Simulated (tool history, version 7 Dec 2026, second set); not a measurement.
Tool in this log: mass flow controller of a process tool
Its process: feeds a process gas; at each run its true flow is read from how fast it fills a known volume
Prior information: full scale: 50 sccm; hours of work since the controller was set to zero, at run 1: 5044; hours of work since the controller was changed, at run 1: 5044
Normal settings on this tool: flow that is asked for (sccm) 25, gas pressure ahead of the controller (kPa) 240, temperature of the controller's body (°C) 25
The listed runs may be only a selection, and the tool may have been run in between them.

run	hour	flow that is asked for (sccm)	gas pressure ahead of the controller (kPa)	temperature of the controller's body (°C)	hours of work since the controller was set to zero	hours of work since the controller was changed	true flow (%)
1	0	25	240	25	5044	5044	98.91
2	93.4	25	240	25	5118	5118	98.85
3	209.4	25	240	25	5209	5209	98.81
4	333	25	240	25	5307	5307	98.89
5	412.6	25	240	25	5370	5370	98.65
6	513.1	25	237	25	5449	5449	98.66
7	592.7	25	240	27	5512	5512	98.87
8	691.3	25	240	25	5590	5590	98.84
9	840.6	25	240	25	5707	5707	98.69
10	984.2	25	240	25	5821	5821	98.85
11	1109.6	25	240	25	5920	5920	98.8
12	1193.5	25	240	25	5986	5986	98.99
13	1314.6	25	240	25	6081	6081	98.68
14	1389.6	25	240	25	6141	6141	98.81
15	1532.3	25	240	27	6253	6253	98.85
16	1662.7	25	240	27	6356	6356	98.8
17	1778.6	20	240	25	6448	6448	98.6
18	1934.9	25	224	25	6571	6571	98.69
19	2070	25	224	25	6678	6678	98.79
20	2224	25	155	25	6799	6799	98.2
21	2356.8	25	155	25	6904	6904	98.19
22	2442.1	25	240	25	6971	6971	98.84
23	2560.1	25	240	25	7064	7064	98.92
24	2699.5	11	240	25	7174	7174	97.89
25	2848.1	25	249	24	7292	7292	98.96
26	2927.6	42	140	39	7354	7354	99.75
27	3089	9	201	39	7482	7482	98.08
28	3185.1	7	190	26	7557	7557	97.44
29	3268.7	25	177	34	7623	7623	98.72
30	3344.5	25	177	34	7683	7683	98.7
31	3427.6	11	240	25	7749	7749	97.94
32	3538	35	248	25	7836	7836	99.42
33	3630.9	25	212	32	7909	7909	98.94
34	3758.6	9	230	27	8010	8010	97.85
# hour 3830: controller's zero set anew
35	3922.7	9	230	27	73	8139	97.95
36	4001.3	9	230	27	135	8201	97.86
37	4157	44	240	24	258	8324	99.9
38	4253.7	44	224	26	334	8400	99.79
39	4394.4	6	240	25	445	8511	97.63
40	4552.7	6	240	25	570	8636	97.66
41	4674.2	6	240	25	666	8732	97.73
42	4788.2	19	240	25	756	8822	98.37
43	4859.7	48	151	23	813	8879	99.41
44	4932.2	48	151	23	870	8936	99.52
45	5016.6	32	202	24	936	9002	98.86
46	5100.8	14	185	28	1003	9069	97.92
47	5249.8	14	185	28	1120	9186	97.85

Entry by entry between the runs, the difference in hidden state between the last listed run before and the first listed run after:
Between runs 34 and 35: controller's zero set anew (hour 3830)
  flow at rest that the sensor doesn't see, % of full scale: 0.002 -> 0
